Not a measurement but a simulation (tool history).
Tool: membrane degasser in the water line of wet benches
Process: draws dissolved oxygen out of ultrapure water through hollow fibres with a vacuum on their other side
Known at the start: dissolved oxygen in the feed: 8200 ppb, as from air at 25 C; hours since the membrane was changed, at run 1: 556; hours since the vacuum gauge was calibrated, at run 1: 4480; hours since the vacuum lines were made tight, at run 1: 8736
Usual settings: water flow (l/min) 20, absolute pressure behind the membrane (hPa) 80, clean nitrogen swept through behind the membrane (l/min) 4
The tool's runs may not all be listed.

run,hour,water flow (l/min),absolute pressure behind the membrane (hPa),clean nitrogen swept through behind the membrane (l/min),hours since the membrane was changed,hours since the vacuum gauge was calibrated,hours since the vacuum lines were made tight,dissolved oxygen in the water behind the degasser (ppb),pressure that the water loses in the fibres (hPa)
1,0,20,80,4,556,4480,8736,146.2,640.4
2,138.2,20,80,4,694,4618,8874,145.2,644.4
3,244.6,20,69.9,4,801,4725,8981,136,642.9
4,390.2,20,80,5.31,946,4870,9126,133.9,643.8
5,505.9,20,80,4,1062,4986,9242,149.1,646
6,647.9,20,80,4,1204,5128,9384,149.2,643.5
7,739.6,19,48.1,4,1296,5220,9476,96.5,612.6
8,835.9,19,48.1,4,1392,5316,9572,98.7,611.7
# hour 846.3: vacuum gauge calibrated
9,962.2,28,169.1,1.93,1518,116,9698,627.5,903.6
10,1130.1,14,82.7,4,1686,284,9866,81.4,451.5
# hour 1152.8: vacuum gauge calibrated, once more
11,1303.8,14,82.7,4,1859,151,10039,79.6,452.4

Forecast each of these 5 alternatives for the next run:
A,1483.4,32,189.5,8.79,2038,331,10218,?,?
B,1483.4,23,98.6,9.97,2038,331,10218,?,?
C,1483.4,20,82.7,4,2038,331,10218,?,?
D,1483.4,23,64,7,2038,331,10218,?,?
E,1483.4,14,82.7,9.18,2038,331,10218,?,?

run,dissolved oxygen in the water behind the degasser (ppb),pressure that the water loses in the fibres (hPa)
A,379.5,1037
B,162.1,743
C,152,642.8
D,150,742.1
E,53.2,449.1
Without the tool's hidden state the same runs would have given:
run,dissolved oxygen in the water behind the degasser (ppb),pressure that the water loses in the fibres (hPa)
A,370.2,1029.7
B,157.1,737.7
C,146.8,638.2
D,145.4,736.8
E,50.8,445.9
